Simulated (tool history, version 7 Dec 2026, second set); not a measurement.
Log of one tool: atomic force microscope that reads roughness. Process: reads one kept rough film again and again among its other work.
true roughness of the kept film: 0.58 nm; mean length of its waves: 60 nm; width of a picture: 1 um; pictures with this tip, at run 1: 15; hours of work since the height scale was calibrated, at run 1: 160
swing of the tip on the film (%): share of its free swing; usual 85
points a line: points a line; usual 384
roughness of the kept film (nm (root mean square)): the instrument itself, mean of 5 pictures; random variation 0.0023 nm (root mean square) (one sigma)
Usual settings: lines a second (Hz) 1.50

run   hour  lines a second (Hz)  swing of the tip on the film (%)  points a line  pictures with this tip  hours of work since the height scale was calibrated  roughness of the kept film (nm (root mean square))
  1    0.0                 1.50                                85            384                      15                                                  160                                               0.539
  2   11.7                 1.50                                81            384                      24                                                  166                                               0.539
  3   18.5                 1.50                                81            351                      29                                                  169                                               0.542
  4   32.0                 1.50                                78            384                      40                                                  176                                               0.542
  5   38.9                 1.50                                85            384                      45                                                  179                                               0.531
  6   54.0                 1.50                                85            820                      57                                                  186                                               0.536
  7   67.3                 1.50                                85            820                      67                                                  193                                               0.531
  8   80.8                 1.50                                85            384                      78                                                  199                                               0.531
  9   87.9                 2.01                                85            384                      83                                                  203                                               0.519
 10  102.9                 2.01                                85            384                      95                                                  210                                               0.519
 11  113.7                 2.01                                85            384                     103                                                  215                                               0.518
 12  129.3                 1.29                                65            763                     115                                                  223                                               0.560
 13  138.3                 2.33                                57            905                     122                                                  227                                               0.566
 14  154.1                 0.78                                85            708                     134                                                  235                                               0.549
 15  163.6                 3.38                                85            708                     142                                                  240                                               0.485
 16  173.2                 2.53                                78            351                     149                                                  244                                               0.522
 17  185.6                 0.84                                85            962                     159                                                  250                                               0.551

5 ways to go on from here, each from the tool as it stands after run 17. What would each give?
  A  197.6                 0.84                                85            729                     168                                                  256                                                   ?
  B  197.6                 0.84                                66            518                     168                                                  256                                                   ?
  C  197.6                 1.13                                85            467                     168                                                  256                                                   ?
  D  197.6                 0.70                                61            384                     168                                                  256                                                   ?
  E  197.6                 0.84                                65            962                     168                                                  256                                                   ?

run  roughness of the kept film (nm (root mean square))
  A                                               0.547
  B                                               0.566
  C                                               0.542
  D                                               0.569
  E                                               0.564
Without the tool's hidden state the same runs would have given:
run  roughness of the kept film (nm (root mean square))
  A                                               0.552
  B                                               0.571
  C                                               0.546
  D                                               0.574
  E                                               0.569

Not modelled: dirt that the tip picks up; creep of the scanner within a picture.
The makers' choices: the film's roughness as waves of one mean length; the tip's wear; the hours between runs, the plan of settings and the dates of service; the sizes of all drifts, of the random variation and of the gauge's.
